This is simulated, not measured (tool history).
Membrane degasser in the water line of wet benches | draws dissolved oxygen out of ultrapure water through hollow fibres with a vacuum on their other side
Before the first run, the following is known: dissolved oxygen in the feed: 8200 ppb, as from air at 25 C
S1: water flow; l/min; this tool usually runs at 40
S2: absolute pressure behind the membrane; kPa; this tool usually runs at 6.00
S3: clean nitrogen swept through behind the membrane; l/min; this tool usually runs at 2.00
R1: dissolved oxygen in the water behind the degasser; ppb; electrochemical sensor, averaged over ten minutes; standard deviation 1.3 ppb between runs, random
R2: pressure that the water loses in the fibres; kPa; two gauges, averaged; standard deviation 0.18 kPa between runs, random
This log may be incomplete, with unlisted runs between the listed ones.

| run | hour | S1 | S2 | S3 | R1 | R2 |
|---|---|---|---|---|---|---|
| 1 | 0.0 | 40 | 6.00 | 2.00 | 134.7 | 32.07 |
| 2 | 127.1 | 40 | 6.00 | 2.47 | 110.4 | 32.11 |
| 3 | 232.1 | 40 | 6.00 | 2.47 | 111.4 | 32.28 |
| 4 | 353.7 | 40 | 6.00 | 2.47 | 110.9 | 32.56 |
| 5 | 458.7 | 48 | 6.00 | 2.00 | 168.5 | 38.71 |
| 6 | 551.3 | 48 | 6.00 | 2.00 | 167.5 | 39.08 |
| 7 | 656.1 | 40 | 5.81 | 2.00 | 127.3 | 32.40 |
| 8 | 727.0 | 39 | 14.77 | 4.03 | 266.9 | 31.40 |
| 9 | 838.9 | 39 | 14.77 | 4.03 | 265.6 | 31.63 |
| 10 | 961.7 | 39 | 14.77 | 4.03 | 266.7 | 31.88 |
| 11 | 1063.5 | 35 | 14.77 | 4.99 | 201.1 | 28.39 |

5 ways to go on from here, each from the tool as it stands after run 11. What would each give?
| A | 1144.3 | 45 | 14.77 | 1.79 | ? | ? |
| B | 1144.3 | 33 | 13.79 | 0.88 | ? | ? |
| C | 1144.3 | 40 | 10.25 | 2.00 | ? | ? |
| D | 1144.3 | 25 | 4.17 | 3.69 | ? | ? |
| E | 1144.3 | 35 | 14.13 | 4.99 | ? | ? |

| run | R1 | R2 |
|---|---|---|
| A | 617.2 | 36.45 |
| B | 756.4 | 26.90 |
| C | 312.4 | 32.66 |
| D | 18.6 | 20.33 |
| E | 187.9 | 28.39 |
Had the tool no hidden state, the same runs would have come out as:
| run | R1 | R2 |
|---|---|---|
| A | 608.5 | 35.77 |
| B | 748.0 | 26.40 |
| C | 305.8 | 32.05 |
| D | 16.6 | 19.95 |
| E | 184.0 | 27.86 |
